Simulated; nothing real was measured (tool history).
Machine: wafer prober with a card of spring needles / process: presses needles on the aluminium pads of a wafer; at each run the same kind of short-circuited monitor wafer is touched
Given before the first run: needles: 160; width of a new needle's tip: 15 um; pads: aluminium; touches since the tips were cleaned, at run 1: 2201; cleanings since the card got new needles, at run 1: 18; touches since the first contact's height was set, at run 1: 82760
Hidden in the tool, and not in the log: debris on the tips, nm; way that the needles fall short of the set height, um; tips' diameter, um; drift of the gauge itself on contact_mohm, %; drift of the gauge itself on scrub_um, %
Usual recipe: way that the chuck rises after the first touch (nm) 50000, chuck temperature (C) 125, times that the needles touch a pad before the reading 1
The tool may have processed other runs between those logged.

| run | hour | way that the chuck rises after the first touch (nm) | chuck temperature (C) | times that the needles touch a pad before the reading | touches since the tips were cleaned | cleanings since the card got new needles | touches since the first contact's height was set | resistance of one needle with its contact and lead (mohm) | way that a needle slides on the pad (nm) |
|---|---|---|---|---|---|---|---|---|---|
| 1 | 0 | 50000 | 125 | 1 | 2201 | 18 | 82760 | 234 | 12460 |
|  | 13.5 | tips cleaned on abrasive film |
|  | 29.1 | tips cleaned on abrasive film |
| 2 | 29.1 | 50000 | 125 | 1 | 0 | 20 | 100924 | 158 | 12400 |
|  | 45.7 | tips cleaned on abrasive film |
|  | 53 | height of the first contact set anew |
|  | 60.6 | tips cleaned on abrasive film |
| 3 | 60.6 | 50000 | 125 | 1 | 0 | 22 | 4722 | 159 | 12630 |
|  | 76.6 | tips cleaned on abrasive film |
| 4 | 82.8 | 50000 | 125 | 1 | 3902 | 23 | 18568 | 247 | 12610 |
|  | 92.5 | tips cleaned on abrasive film |
|  | 107.4 | tips cleaned on abrasive film |
|  | 121.9 | tips cleaned on abrasive film |
| 5 | 121.9 | 50000 | 125 | 1 | 0 | 26 | 42910 | 157 | 12550 |
|  | 138.3 | tips cleaned on abrasive film |
| 6 | 148.2 | 50000 | 125 | 1 | 6196 | 27 | 59381 | 269 | 12510 |
|  | 155.4 | tips cleaned on abrasive film |
|  | 172.3 | tips cleaned on abrasive film |
|  | 187.8 | tips cleaned on abrasive film |
| 7 | 190.7 | 48000 | 125 | 1 | 1848 | 30 | 85856 | 219 | 11940 |
|  | 203.6 | tips cleaned on abrasive film |
|  | 218.6 | tips cleaned on abrasive film |
| 8 | 220.9 | 50000 | 125 | 1 | 1456 | 32 | 104668 | 221 | 12410 |
|  | 233.7 | tips cleaned on abrasive film |
|  | 237.3 | height of the first contact set anew |
|  | 250.4 | tips cleaned on abrasive film |
| 9 | 253.4 | 50000 | 55 | 1 | 1867 | 34 | 10069 | 221 | 12620 |
|  | 265.8 | tips cleaned on abrasive film |
|  | 281.6 | tips cleaned on abrasive film |
| 10 | 284.2 | 50000 | 55 | 1 | 1634 | 36 | 29248 | 221 | 12580 |
|  | 297.2 | tips cleaned on abrasive film |
|  | 311.7 | tips cleaned on abrasive film |
| 11 | 312.5 | 50000 | 55 | 1 | 525 | 38 | 46898 | 172 | 12530 |
|  | 327.8 | tips cleaned on abrasive film |
| 12 | 341.1 | 50000 | 55 | 1 | 8318 | 39 | 64758 | 287 | 12500 |
|  | 344.2 | tips cleaned on abrasive film |
|  | 362.1 | tips cleaned on abrasive film |
| 13 | 366.7 | 40000 | 125 | 1 | 2903 | 41 | 80747 | 306 | 9950 |
|  | 379.3 | tips cleaned on abrasive film |
| 14 | 389.6 | 40000 | 125 | 1 | 6475 | 42 | 95058 | 345 | 9920 |
|  | 395.9 | tips cleaned on abrasive film |
|  | 411.6 | tips cleaned on abrasive film |
|  | 421.3 | height of the first contact set anew |
| 15 | 421.4 | 40000 | 125 | 2 | 5983 | 44 | 61 | 264 | 10100 |
|  | 426.4 | tips cleaned on abrasive film |
|  | 442 | tips cleaned on abrasive film |
|  | 456.8 | tips cleaned on abrasive film |
| 16 | 456.8 | 36000 | 29 | 2 | 0 | 47 | 22098 | 153 | 9030 |
|  | 472.1 | tips cleaned on abrasive film |
|  | 488.9 | tips cleaned on abrasive film |
|  | 503.8 | tips cleaned on abrasive film |
| 17 | 503.8 | 36000 | 29 | 2 | 0 | 50 | 51369 | 150 | 8980 |
|  | 520.1 | tips cleaned on abrasive film |
| 18 | 527.8 | 36000 | 29 | 2 | 4832 | 51 | 66384 | 306 | 8930 |
|  | 537.1 | tips cleaned on abrasive film |
|  | 551.8 | tips cleaned on abrasive film |
| 19 | 563.8 | 36000 | 29 | 2 | 7511 | 53 | 88814 | 321 | 8890 |
|  | 567 | tips cleaned on abrasive film |
|  | 581.4 | tips cleaned on abrasive film |
| 20 | 595 | 66000 | 72 | 1 | 8572 | 55 | 108317 | 231 | 16470 |
|  | 597.8 | tips cleaned on abrasive film |
|  | 606.8 | height of the first contact set anew |
|  | 612.9 | tips cleaned on abrasive film |
| 21 | 617.2 | 66000 | 72 | 1 | 2680 | 57 | 6434 | 209 | 16680 |
|  | 627.5 | tips cleaned on abrasive film |
|  | 643.3 | tips cleaned on abrasive film |
| 22 | 652.5 | 36000 | 97 | 1 | 5784 | 59 | 28481 | 415 | 9030 |
|  | 659.2 | tips cleaned on abrasive film |
|  | 675.3 | tips cleaned on abrasive film |
|  | 690.6 | tips cleaned on abrasive film |
| 23 | 700.2 | 36000 | 97 | 1 | 6003 | 62 | 58232 | 406 | 8970 |
|  | 706.3 | tips cleaned on abrasive film |
|  | 723.6 | tips cleaned on abrasive film |
| 24 | 730.2 | 36000 | 97 | 1 | 4157 | 64 | 76924 | 368 | 8940 |
|  | 738.6 | tips cleaned on abrasive film |
|  | 753.3 | tips cleaned on abrasive film |
|  | 770.2 | tips cleaned on abrasive film |
| 25 | 770.2 | 43000 | 125 | 1 | 0 | 67 | 101864 | 172 | 10630 |
|  | 786.9 | tips cleaned on abrasive film |
|  | 790.8 | height of the first contact set anew |
|  | 802.4 | tips cleaned on abrasive film |
| 26 | 803.5 | 57000 | 36 | 1 | 681 | 69 | 7924 | 171 | 14400 |
|  | 817.5 | tips cleaned on abrasive film |
|  | 833.3 | tips cleaned on abrasive film |
| 27 | 843.5 | 57000 | 36 | 1 | 6431 | 71 | 32899 | 256 | 14360 |
|  | 850.7 | tips cleaned on abrasive film |
|  | 867.1 | tips cleaned on abrasive film |
|  | 883.4 | tips cleaned on abrasive film |
| 28 | 888.6 | 35000 | 29 | 1 | 3243 | 74 | 60995 | 383 | 8710 |
|  | 899.1 | tips cleaned on abrasive film |
|  | 916.1 | tips cleaned on abrasive film |
|  | 933.3 | tips cleaned on abrasive film |
| 29 | 936 | 67000 | 31 | 2 | 1713 | 77 | 90579 | 161 | 16740 |

3 ways to go on from here, each from the tool as it stands after run 29. What would each give?
|  | 948.9 | tips cleaned on abrasive film |
|  | 966.4 | tips cleaned on abrasive film |
| A | 968.4 | 31000 | 45 | 1 | 1218 | 79 | 110746 | ? | ? |
|  | 948.9 | tips cleaned on abrasive film |
|  | 966.4 | tips cleaned on abrasive film |
| B | 968.4 | 50000 | 57 | 1 | 1218 | 79 | 110746 | ? | ? |
|  | 948.9 | tips cleaned on abrasive film |
|  | 966.4 | tips cleaned on abrasive film |
| C | 968.4 | 35000 | 49 | 1 | 1218 | 79 | 110746 | ? | ? |

| run | resistance of one needle with its contact and lead (mohm) | way that a needle slides on the pad (nm) |
|---|---|---|
| A | 358 | 7600 |
| B | 217 | 12360 |
| C | 308 | 8630 |
Without the tool's hidden state the same runs would have given:
| run | resistance of one needle with its contact and lead (mohm) | way that a needle slides on the pad (nm) |
|---|---|---|
| A | 143 | 7840 |
| B | 133 | 12600 |
| C | 140 | 8870 |
